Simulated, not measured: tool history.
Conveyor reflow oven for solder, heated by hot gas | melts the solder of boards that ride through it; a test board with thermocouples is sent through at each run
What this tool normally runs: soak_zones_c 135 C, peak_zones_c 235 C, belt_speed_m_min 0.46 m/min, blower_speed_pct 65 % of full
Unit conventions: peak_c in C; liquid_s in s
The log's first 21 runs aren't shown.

Run 22, hour 309.2: usual settings but soak_zones_c 139 C, belt_speed_m_min 0.422 m/min, blower_speed_pct 69 % of full. Result: peak_c 219.9 C, liquid_s 79.1 s.
Run 23, hour 322.1: usual settings but soak_zones_c 139 C, belt_speed_m_min 0.422 m/min, blower_speed_pct 69 % of full. Result: peak_c 220.2 C, liquid_s 79.1 s.
Run 24, hour 334.7: usual settings but belt_speed_m_min 0.408 m/min. Result: peak_c 219.5 C, liquid_s 79.4 s.
Run 25, hour 344.4: usual settings but belt_speed_m_min 0.408 m/min. Result: peak_c 219.4 C, liquid_s 79 s.
Run 26, hour 358: usual settings but soak_zones_c 129 C, belt_speed_m_min 0.408 m/min. Result: peak_c 218.4 C, liquid_s 75.6 s.
Run 27, hour 372.8: usual settings but peak_zones_c 246 C, belt_speed_m_min 0.512 m/min. Result: peak_c 220.2 C, liquid_s 62.4 s.
Run 28, hour 392.5: usual settings but peak_zones_c 228 C, belt_speed_m_min 0.512 m/min, blower_speed_pct 72 % of full. Result: peak_c 207.5 C, liquid_s 50.5 s.
Run 29, hour 402.6: usual settings but peak_zones_c 228 C, belt_speed_m_min 0.512 m/min, blower_speed_pct 72 % of full. Result: peak_c 207.5 C, liquid_s 50.6 s.
Run 30, hour 419.6: usual settings but peak_zones_c 228 C, belt_speed_m_min 0.512 m/min, blower_speed_pct 72 % of full. Result: peak_c 207.5 C, liquid_s 50.4 s.
Run 31, hour 427.9: usual settings but belt_speed_m_min 0.472 m/min, blower_speed_pct 89 % of full. Result: peak_c 220.3 C, liquid_s 69.7 s.

Here are 4 independent what-if runs from the current tool condition. What would each one return?
Run A, hour 445.5: usual settings but peak_zones_c 245 C, belt_speed_m_min 0.39 m/min, blower_speed_pct 53 % of full. Result: peak_c ?, liquid_s ?.
Run B, hour 445.5: usual settings but soak_zones_c 131 C, peak_zones_c 236 C, belt_speed_m_min 0.513 m/min. Result: peak_c ?, liquid_s ?.
Run C, hour 445.5: usual settings but soak_zones_c 136 C, peak_zones_c 238 C, belt_speed_m_min 0.422 m/min, blower_speed_pct 89 % of full. Result: peak_c ?, liquid_s ?.
Run D, hour 445.5: usual settings but belt_speed_m_min 0.489 m/min, blower_speed_pct 89 % of full. Result: peak_c ?, liquid_s ?.

run  peak_c  liquid_s
  A   225.1      88.4
  B   210.6      51.7
  C   226.4      84.3
  D   219.3      66.2
Had the tool no hidden state, the same runs would have come out as:
run  peak_c  liquid_s
  A   225.9        88
  B   211.8      52.5
  C   227.6      84.2
  D   220.7      66.7
